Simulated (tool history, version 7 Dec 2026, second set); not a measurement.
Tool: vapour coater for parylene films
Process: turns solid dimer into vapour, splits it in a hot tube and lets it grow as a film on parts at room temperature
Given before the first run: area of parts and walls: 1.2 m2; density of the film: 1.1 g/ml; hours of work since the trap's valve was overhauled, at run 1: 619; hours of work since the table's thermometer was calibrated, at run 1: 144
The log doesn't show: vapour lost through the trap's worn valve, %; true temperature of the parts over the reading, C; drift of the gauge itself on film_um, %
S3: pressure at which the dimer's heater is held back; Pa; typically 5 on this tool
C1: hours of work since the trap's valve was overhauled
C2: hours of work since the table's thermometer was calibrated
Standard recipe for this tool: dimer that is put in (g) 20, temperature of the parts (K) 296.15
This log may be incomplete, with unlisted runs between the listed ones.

Run 1, hour 0: usual settings; C1 619; C2 144. Result: thickness of the film (um) 7.98.
Run 2, hour 34: usual settings; C1 646; C2 172. Result: thickness of the film (um) 7.83.
At hour 46.3: trap's valve overhauled.
Run 3, hour 75.4: usual settings; C1 23; C2 201. Result: thickness of the film (um) 9.08.
Run 4, hour 137.6: usual settings; C1 73; C2 251. Result: thickness of the film (um) 9.14.
Run 5, hour 209.2: usual settings; C1 130; C2 308. Result: thickness of the film (um) 9.06.
Run 6, hour 272.3: usual settings; C1 180; C2 358. Result: thickness of the film (um) 8.68.
Run 7, hour 330.3: usual settings; C1 226; C2 405. Result: thickness of the film (um) 8.57.
Run 8, hour 395.2: usual settings; C1 278; C2 456. Result: thickness of the film (um) 8.57.
Run 9, hour 428.8: usual settings; C1 305; C2 483. Result: thickness of the film (um) 8.6.
Run 10, hour 475.5: usual settings; C1 342; C2 520. Result: thickness of the film (um) 8.44.
Run 11, hour 520.1: usual settings but dimer that is put in (g) 24; C1 378; C2 556. Result: thickness of the film (um) 9.97.
Run 12, hour 580.5: usual settings but dimer that is put in (g) 29, S3 5.48 Pa; C1 426; C2 604. Result: thickness of the film (um) 11.8.
Run 13, hour 645.6: usual settings but dimer that is put in (g) 13, S3 3.23 Pa; C1 478; C2 656. Result: thickness of the film (um) 5.87.
Run 14, hour 690.7: usual settings but dimer that is put in (g) 13, S3 3.23 Pa; C1 514; C2 692. Result: thickness of the film (um) 5.81.
Run 15, hour 743.3: usual settings but dimer that is put in (g) 19, temperature of the parts (K) 299.15, S3 5.87 Pa; C1 556; C2 734. Result: thickness of the film (um) 6.43.
Run 16, hour 807.7: usual settings but dimer that is put in (g) 19, temperature of the parts (K) 299.15, S3 5.87 Pa; C1 607; C2 785. Result: thickness of the film (um) 6.44.
Run 17, hour 857.5: usual settings but temperature of the parts (K) 298.15, S3 2.06 Pa; C1 647; C2 825. Result: thickness of the film (um) 8.86.
At hour 870.7: trap's valve overhauled.
Run 18, hour 924: usual settings but dimer that is put in (g) 9, temperature of the parts (K) 293.15, S3 2.06 Pa; C1 42; C2 875. Result: thickness of the film (um) 5.53.
Run 19, hour 981.2: usual settings but dimer that is put in (g) 13, temperature of the parts (K) 294.15; C1 88; C2 921. Result: thickness of the film (um) 6.11.
Run 20, hour 1036.9: usual settings but dimer that is put in (g) 30, temperature of the parts (K) 294.15, S3 2.39 Pa; C1 133; C2 965. Result: thickness of the film (um) 16.85.
Run 21, hour 1095.9: usual settings but dimer that is put in (g) 9, S3 2.15 Pa; C1 180; C2 1012. Result: thickness of the film (um) 4.77.

What if the next run were any one of these 5? Each begins from the tool's condition after run 21:
Run A, hour 1150.5: usual settings but dimer that is put in (g) 33, S3 2.15 Pa; C1 223; C2 1056. Result: thickness of the film (um) ?.
Run B, hour 1150.5: usual settings but dimer that is put in (g) 9, S3 3.99 Pa; C1 223; C2 1056. Result: thickness of the film (um) ?.
Run C, hour 1150.5: usual settings but dimer that is put in (g) 9, temperature of the parts (K) 293.15, S3 4.36 Pa; C1 223; C2 1056. Result: thickness of the film (um) ?.
Run D, hour 1150.5: usual settings but dimer that is put in (g) 19, temperature of the parts (K) 292.15, S3 8.99 Pa; C1 223; C2 1056. Result: thickness of the film (um) ?.
Run E, hour 1150.5: usual settings but dimer that is put in (g) 9, temperature of the parts (K) 290.15, S3 4.94 Pa; C1 223; C2 1056. Result: thickness of the film (um) ?.

run  thickness of the film (um)
  A                       17.44
  B                        4.13
  C                        4.33
  D                        8.22
  E                        4.75
What these runs would have given with no unlogged condition in the tool:
run  thickness of the film (um)
  A                       19.01
  B                        4.51
  C                        4.72
  D                        8.96
  E                        5.18
